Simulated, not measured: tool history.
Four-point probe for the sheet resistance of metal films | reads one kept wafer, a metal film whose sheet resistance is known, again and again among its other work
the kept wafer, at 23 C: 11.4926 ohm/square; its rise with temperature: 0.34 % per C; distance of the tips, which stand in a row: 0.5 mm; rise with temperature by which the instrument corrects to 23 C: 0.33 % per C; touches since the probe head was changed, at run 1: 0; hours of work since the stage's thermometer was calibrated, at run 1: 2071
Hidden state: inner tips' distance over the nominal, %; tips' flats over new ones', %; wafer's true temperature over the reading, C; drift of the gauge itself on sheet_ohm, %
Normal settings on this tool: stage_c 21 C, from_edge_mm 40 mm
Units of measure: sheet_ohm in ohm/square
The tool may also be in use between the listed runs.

run	hour	stage_c	from_edge_mm	touches since the probe head was changed	hours of work since the stage's thermometer was calibrated	sheet_ohm
1	0.0	21	40	0	2071	11.504992
2	82.0	21	40	4113	2125	11.498760
3	165.2	21	40	8285	2179	11.491950
4	242.5	29	40	12158	2230	11.486125
5	359.2	29	40	18010	2306	11.470459
6	432.7	29	40	21697	2354	11.466425
7	528.1	21	38	26479	2416	11.450895

Run 8 has not been measured yet. What should we expect?
8	597.7	21	38	29970	2462	?

{"run 8": {"sheet_ohm": 11.441207}}
Had the tool carried no hidden state, the very same run would have given sheet_ohm 11.489336 ohm/square.
